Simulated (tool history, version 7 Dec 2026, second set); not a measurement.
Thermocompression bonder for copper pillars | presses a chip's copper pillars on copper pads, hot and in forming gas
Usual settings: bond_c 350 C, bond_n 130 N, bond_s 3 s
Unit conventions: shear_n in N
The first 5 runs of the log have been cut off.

run,hour,bond_c,bond_n,bond_s,shear_n
6,172.1,353,130,3,53.2
7,209.3,353,130,3,53.5
8,247.4,353,96,3,40.5
9,280.9,353,96,3,40.2
10,322.2,350,79,3,32.5
11,366.2,350,79,3,32.1
12,393.1,350,79,3,32.2
# hour 404: forming gas filter changed
13,427.5,350,79,3,32.5
14,449.4,350,79,3,33.3
15,488.9,350,79,3,32.4
16,520.3,350,79,3,33.1
17,559.9,350,130,3,51.1
18,602.3,350,130,3,50.4
19,647,350,130,3,50.3
20,690.5,350,130,4,55.2
# hour 698.4: forming gas filter changed
21,725.9,332,129,4,49.7
# hour 741: heater calibrated with a thermocouple chip
22,755.9,321,78,2,21
# hour 798.7: force cell calibrated
23,804.7,350,146,2,52.5
24,829.7,343,135,6,66.5
25,872,350,153,2,54
26,904.5,350,153,2,53.7

Run 27, settings as shown, results not yet in. Your forecast:
27,939.7,332,90,2,?

Logged for run 27: shear_n 28.5 N.
Without the tool's hidden state the same run would have given shear_n 29.6 N.
